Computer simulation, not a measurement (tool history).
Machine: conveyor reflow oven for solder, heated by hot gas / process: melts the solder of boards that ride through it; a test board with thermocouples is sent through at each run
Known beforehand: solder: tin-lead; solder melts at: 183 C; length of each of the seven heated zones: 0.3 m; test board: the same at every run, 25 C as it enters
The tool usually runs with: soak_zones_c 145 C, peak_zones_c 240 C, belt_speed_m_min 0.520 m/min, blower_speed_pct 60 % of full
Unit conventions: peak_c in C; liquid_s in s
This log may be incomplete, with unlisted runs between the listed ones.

Run 1, hour 0.0: usual settings. Result: peak_c 226.6 C, liquid_s 60.4 s.
Run 2, hour 20.8: usual settings but blower_speed_pct 70 % of full. Result: peak_c 229.0 C, liquid_s 61.6 s.
Run 3, hour 34.2: usual settings but blower_speed_pct 70 % of full. Result: peak_c 228.9 C, liquid_s 61.6 s.
Run 4, hour 56.1: usual settings but blower_speed_pct 70 % of full. Result: peak_c 228.9 C, liquid_s 61.4 s.
Run 5, hour 78.7: usual settings but blower_speed_pct 70 % of full. Result: peak_c 229.1 C, liquid_s 61.6 s.
At hour 85.1: flux residue cleaned out of gas plates and filters.
Run 6, hour 105.6: usual settings but blower_speed_pct 70 % of full. Result: peak_c 228.8 C, liquid_s 61.8 s.
At hour 122.2: thermocouples of zones 6 and 7 changed.
Run 7, hour 122.2: usual settings but soak_zones_c 151 C, belt_speed_m_min 0.467 m/min. Result: peak_c 227.4 C, liquid_s 70.2 s.
Run 8, hour 135.1: usual settings but belt_speed_m_min 0.590 m/min, blower_speed_pct 79 % of full. Result: peak_c 224.1 C, liquid_s 51.8 s.
Run 9, hour 148.6: usual settings but soak_zones_c 149 C, peak_zones_c 249 C, belt_speed_m_min 0.461 m/min, blower_speed_pct 70 % of full. Result: peak_c 237.7 C, liquid_s 75.9 s.
Run 10, hour 176.0: usual settings but soak_zones_c 138 C, peak_zones_c 235 C, belt_speed_m_min 0.461 m/min, blower_speed_pct 70 % of full. Result: peak_c 223.4 C, liquid_s 64.6 s.
Run 11, hour 194.2: usual settings but soak_zones_c 138 C, peak_zones_c 250 C, belt_speed_m_min 0.569 m/min, blower_speed_pct 70 % of full. Result: peak_c 230.8 C, liquid_s 55.1 s.
Run 12, hour 218.2: usual settings but soak_zones_c 138 C, peak_zones_c 250 C, belt_speed_m_min 0.569 m/min, blower_speed_pct 70 % of full. Result: peak_c 230.5 C, liquid_s 55.0 s.

5 options for the next run, each taken on its own from the tool as it stands now. Forecast them:
Run A, hour 244.1: usual settings but belt_speed_m_min 0.500 m/min. Result: peak_c ?, liquid_s ?.
Run B, hour 244.1: usual settings but soak_zones_c 137 C, blower_speed_pct 57 % of full. Result: peak_c ?, liquid_s ?.
Run C, hour 244.1: usual settings but soak_zones_c 136 C, peak_zones_c 250 C, belt_speed_m_min 0.596 m/min, blower_speed_pct 52 % of full. Result: peak_c ?, liquid_s ?.
Run D, hour 244.1: usual settings but soak_zones_c 143 C, peak_zones_c 250 C, belt_speed_m_min 0.505 m/min, blower_speed_pct 70 % of full. Result: peak_c ?, liquid_s ?.
Run E, hour 244.1: usual settings but soak_zones_c 132 C, peak_zones_c 231 C, belt_speed_m_min 0.547 m/min. Result: peak_c ?, liquid_s ?.

run  peak_c  liquid_s
  A   224.6      61.7
  B   221.1      54.5
  C   222.2      47.2
  D   235.7      66.0
  E   211.5      43.3
What these runs would have given with no unlogged condition in the tool:
run  peak_c  liquid_s
  A   224.7      61.2
  B   221.3      54.1
  C   222.4      46.8
  D   236.0      65.4
  E   211.7      43.1
